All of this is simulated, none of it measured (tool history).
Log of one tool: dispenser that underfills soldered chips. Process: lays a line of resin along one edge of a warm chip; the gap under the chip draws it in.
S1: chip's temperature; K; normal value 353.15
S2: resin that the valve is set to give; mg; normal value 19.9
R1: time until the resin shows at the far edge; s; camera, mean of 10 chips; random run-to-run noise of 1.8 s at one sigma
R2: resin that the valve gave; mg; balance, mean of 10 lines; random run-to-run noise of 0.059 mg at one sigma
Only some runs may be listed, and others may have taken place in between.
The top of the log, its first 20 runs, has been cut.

-- day=6.404 new syringe of resin
run 21 day=6.450 | S1=352.15 S2=21.1 | R1=210.0 R2=21.18
run 22 day=6.808 | S1=344.15 S2=21.1 | R1=356.3 R2=21.12
-- day=6.867 new syringe of resin
run 23 day=7.154 | S1=344.15 S2=21.1 | R1=328.7 R2=21.09
-- day=7.354 new syringe of resin
run 24 day=7.525 | S1=352.15 S2=19.9 | R1=227.2 R2=19.80
-- day=7.854 new syringe of resin
run 25 day=7.929 | S1=352.15 S2=19.9 | R1=216.5 R2=19.85
run 26 day=8.296 | S1=355.15 S2=19.9 | R1=226.5 R2=19.79
-- day=8.333 new syringe of resin
run 27 day=8.733 | S1=353.15 S2=17.4 | R1=254.4 R2=17.18
-- day=8.808 new syringe of resin
run 28 day=9.188 | S1=353.15 S2=17.4 | R1=247.2 R2=17.15
-- day=9.288 new syringe of resin
run 29 day=9.512 | S1=366.15 S2=18.8 | R1=131.7 R2=18.55
-- day=9.771 new syringe of resin
run 30 day=9.821 | S1=351.15 S2=19.8 | R1=225.0 R2=19.45
run 31 day=10.017 | S1=351.15 S2=19.8 | R1=246.0 R2=19.55
run 32 day=10.200 | S1=351.15 S2=19.8 | R1=267.7 R2=19.48
-- day=10.254 new syringe of resin
run 33 day=10.617 | S1=351.15 S2=19.8 | R1=262.6 R2=19.42
-- day=10.721 new syringe of resin
run 34 day=10.908 | S1=353.15 S2=18.5 | R1=226.8 R2=18.20

4 ways to go on from here, each from the tool as it stands after run 34. What would each give?
run A day=11.162 | S1=344.15 S2=19.2 | R1=? R2=?
run B day=11.162 | S1=361.15 S2=21.6 | R1=? R2=?
run C day=11.162 | S1=364.15 S2=24.2 | R1=? R2=?
run D day=11.162 | S1=359.15 S2=22.3 | R1=? R2=?

run=A R1=370.5 R2=18.78
run=B R1=180.7 R2=21.08
run=C R1=158.6 R2=23.61
run=D R1=196.7 R2=21.73
Stripped of hidden state, with their random variation kept, the same runs would have yielded:
run=A R1=262.8 R2=19.22
run=B R1=129.9 R2=21.57
run=C R1=114.3 R2=24.16
run=D R1=141.5 R2=22.24
